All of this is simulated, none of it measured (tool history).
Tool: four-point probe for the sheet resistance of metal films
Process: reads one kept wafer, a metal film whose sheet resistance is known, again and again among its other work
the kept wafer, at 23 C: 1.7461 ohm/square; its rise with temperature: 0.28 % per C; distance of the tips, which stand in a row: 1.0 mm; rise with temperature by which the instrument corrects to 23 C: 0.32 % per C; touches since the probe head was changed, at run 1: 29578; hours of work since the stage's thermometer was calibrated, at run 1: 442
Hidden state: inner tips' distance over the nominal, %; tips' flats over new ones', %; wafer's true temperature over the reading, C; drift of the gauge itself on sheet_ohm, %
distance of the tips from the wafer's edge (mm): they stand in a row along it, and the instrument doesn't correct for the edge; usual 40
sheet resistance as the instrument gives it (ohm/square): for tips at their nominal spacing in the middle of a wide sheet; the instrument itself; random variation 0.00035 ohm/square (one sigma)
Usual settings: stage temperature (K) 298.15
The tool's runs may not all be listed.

run	hour	stage temperature (K)	distance of the tips from the wafer's edge (mm)	touches since the probe head was changed	hours of work since the stage's thermometer was calibrated	sheet resistance as the instrument gives it (ohm/square)
1	0	298.15	40	29578	442	1.747927
2	32.8	298.15	40	30373	456	1.74725
3	87.8	298.15	74	31706	479	1.747841
4	145.8	298.15	14	33112	503	1.752916
5	181	298.15	40	33967	518	1.748758
6	207.6	305.15	40	34612	529	1.743952
7	267.9	305.15	40	36074	555	1.744194
8	300.4	305.15	40	36862	568	1.744491
9	349.9	294.15	40	38062	589	1.752229
10	392	298.15	11	39083	607	1.756094
# hour 397.8: stage's thermometer calibrated
11	455.1	298.15	32	40600	24	1.750096
12	512.5	298.15	32	41991	48	1.749452
13	545.8	302.15	40	42798	62	1.747104
14	609.1	302.15	40	44334	89	1.747112
15	659.1	302.15	40	45545	110	1.747705
16	711.3	300.15	40	46812	132	1.748813
17	766	298.15	3	48137	155	1.848446
# hour 771.9: stage's thermometer calibrated, once more
18	829.4	298.15	7	49664	24	1.770225
19	883.8	291.15	8	50981	47	1.770835
20	939.7	308.15	52	52336	71	1.746224
21	979.8	299.15	58	53310	88	1.752098
22	1022.2	298.15	11	54338	105	1.759984
23	1055.5	298.15	11	55144	120	1.760028
24	1101.1	293.15	57	56250	139	1.756208

Forecast run 25:
25	1156.8	295.15	4	57601	162	?

Run 25 gave sheet resistance as the instrument gives it (ohm/square) 1.812205.
Without the tool's hidden state the same run would have given sheet resistance as the instrument gives it (ohm/square) 1.803988.
